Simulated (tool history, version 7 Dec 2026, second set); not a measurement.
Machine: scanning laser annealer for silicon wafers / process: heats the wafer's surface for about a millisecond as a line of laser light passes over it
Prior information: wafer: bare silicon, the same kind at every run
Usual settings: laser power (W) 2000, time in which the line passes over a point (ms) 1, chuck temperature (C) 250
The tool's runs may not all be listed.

| run | day | laser power (W) | time in which the line passes over a point (ms) | chuck temperature (C) | highest temperature of the surface (C) |
|---|---|---|---|---|---|
| 1 | 0 | 2000 | 1 | 250 | 1005 |
| 2 | 0.529 | 2000 | 1 | 250 | 1004 |
| 3 | 1.112 | 2000 | 1 | 225 | 977 |
| 4 | 1.779 | 2000 | 1 | 250 | 1003 |
| 5 | 2.562 | 2000 | 1 | 250 | 1003 |
| 6 | 3.646 | 2124 | 1 | 250 | 1052 |
| 7 | 4.779 | 2124 | 1 | 250 | 1054 |
| 8 | 5.638 | 2124 | 1 | 250 | 1052 |
| 9 | 6.704 | 2000 | 0.96 | 250 | 984 |
| 10 | 7.238 | 2000 | 0.96 | 250 | 985 |
| 11 | 8.038 | 2000 | 0.96 | 250 | 983 |
| 12 | 9 | 2000 | 0.96 | 250 | 987 |
| 13 | 9.967 | 2000 | 0.96 | 250 | 984 |
| 14 | 11.104 | 2000 | 1 | 250 | 999 |
| 15 | 11.671 | 2000 | 1 | 250 | 1001 |
| 16 | 12.242 | 2000 | 1 | 250 | 997 |
| 17 | 13.333 | 2000 | 0.7 | 281 | 905 |
|  | 13.504 | laser's power meter calibrated |
| 18 | 14.446 | 2000 | 0.7 | 281 | 908 |
| 19 | 15.071 | 2000 | 0.7 | 281 | 904 |
| 20 | 15.854 | 2157 | 1 | 228 | 1041 |
| 21 | 16.342 | 2112 | 1 | 250 | 1045 |
| 22 | 17.462 | 2112 | 1 | 258 | 1053 |
| 23 | 18.412 | 2000 | 1 | 211 | 958 |
| 24 | 19.262 | 2000 | 1 | 211 | 958 |
|  | 20.183 | laser's power meter calibrated, once more |
| 25 | 20.408 | 2000 | 1 | 211 | 957 |
| 26 | 21.162 | 2000 | 0.99 | 215 | 952 |
| 27 | 22.038 | 1926 | 1.13 | 252 | 1007 |
| 28 | 22.846 | 1758 | 1.2 | 236 | 945 |
| 29 | 23.929 | 1758 | 1.2 | 236 | 945 |

The next listed run, before its measurement:
| 30 | 24.408 | 2014 | 0.9 | 270 | ? |

For run 30 the tool returned highest temperature of the surface (C) 977.
Had the tool carried no hidden state, the very same run would have given highest temperature of the surface (C) 987.
